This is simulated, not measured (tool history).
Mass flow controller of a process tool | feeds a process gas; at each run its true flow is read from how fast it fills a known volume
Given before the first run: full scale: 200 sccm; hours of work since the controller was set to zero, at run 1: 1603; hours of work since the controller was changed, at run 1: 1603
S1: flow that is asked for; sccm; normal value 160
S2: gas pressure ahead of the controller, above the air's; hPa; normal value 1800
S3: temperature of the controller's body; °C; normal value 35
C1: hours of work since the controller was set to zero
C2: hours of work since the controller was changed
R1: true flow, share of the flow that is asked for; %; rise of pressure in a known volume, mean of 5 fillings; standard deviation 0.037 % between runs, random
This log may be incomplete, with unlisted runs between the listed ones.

| run | hour | S1 | S2 | S3 | C1 | C2 | R1 |
|---|---|---|---|---|---|---|---|
| 1 | 0 | 160 | 1800 | 35 | 1603 | 1603 | 99.01 |
| 2 | 258.4 | 160 | 1800 | 35 | 1778 | 1778 | 99.05 |
| 3 | 659.3 | 160 | 1800 | 35 | 2050 | 2050 | 99.15 |
| 4 | 1016.4 | 160 | 1800 | 35 | 2291 | 2291 | 99.12 |
| 5 | 1283.2 | 156 | 1800 | 35 | 2472 | 2472 | 98.99 |
| 6 | 1498.1 | 156 | 2400 | 35 | 2618 | 2618 | 99.21 |
| 7 | 1837.9 | 160 | 1800 | 35 | 2848 | 2848 | 99.1 |
| 8 | 2181 | 160 | 1500 | 35 | 3080 | 3080 | 98.96 |
| 9 | 2486.8 | 160 | 1800 | 35 | 3287 | 3287 | 99.09 |
| 10 | 2770.6 | 160 | 1800 | 35 | 3479 | 3479 | 99.06 |
| 11 | 3086.9 | 160 | 1800 | 35 | 3693 | 3693 | 99.07 |
| 12 | 3501.3 | 160 | 1850 | 35 | 3974 | 3974 | 99.02 |
| 13 | 3831.3 | 160 | 1850 | 30 | 4197 | 4197 | 99.23 |
| 14 | 4092.4 | 160 | 1850 | 30 | 4374 | 4374 | 99.22 |
| 15 | 4357.3 | 160 | 1800 | 35 | 4554 | 4554 | 99.09 |
| 16 | 4755.7 | 160 | 1800 | 35 | 4823 | 4823 | 99.04 |
| 17 | 4947.2 | 160 | 1800 | 33 | 4953 | 4953 | 99.11 |
| 18 | 5200.6 | 189 | 1800 | 33 | 5125 | 5125 | 99.54 |
|  | 5262.2 | controller exchanged for a calibrated one |
| 19 | 5403.7 | 160 | 1800 | 31 | 96 | 96 | 99.17 |
| 20 | 5676.4 | 160 | 1800 | 38 | 280 | 280 | 99.01 |
| 21 | 6095.1 | 160 | 1800 | 38 | 564 | 564 | 98.93 |
| 22 | 6483.8 | 38 | 2090 | 35 | 827 | 827 | 97.3 |
| 23 | 6780.3 | 160 | 1800 | 20 | 1028 | 1028 | 99.44 |
| 24 | 7084.3 | 101 | 1800 | 40 | 1234 | 1234 | 98.09 |
| 25 | 7461.8 | 43 | 1570 | 35 | 1489 | 1489 | 97.25 |
| 26 | 7741.1 | 43 | 1630 | 35 | 1678 | 1678 | 97.28 |
| 27 | 8133.6 | 42 | 1790 | 35 | 1944 | 1944 | 97.35 |
| 28 | 8447.1 | 42 | 1790 | 35 | 2156 | 2156 | 97.22 |
| 29 | 8661.3 | 170 | 1800 | 35 | 2302 | 2302 | 99.23 |
| 30 | 8847 | 170 | 1800 | 35 | 2427 | 2427 | 99.24 |
| 31 | 9186.4 | 170 | 1800 | 35 | 2657 | 2657 | 99.29 |
| 32 | 9502.7 | 170 | 1800 | 35 | 2871 | 2871 | 99.25 |

Estimate the outcome of run 33 from the log above:
| 33 | 9797.9 | 160 | 1950 | 23 | 3071 | 3071 | ? |

{"run 33": {"R1": 99.42}}
The same run, on a tool lacking any hidden state, would have yielded R1 99.42 %.
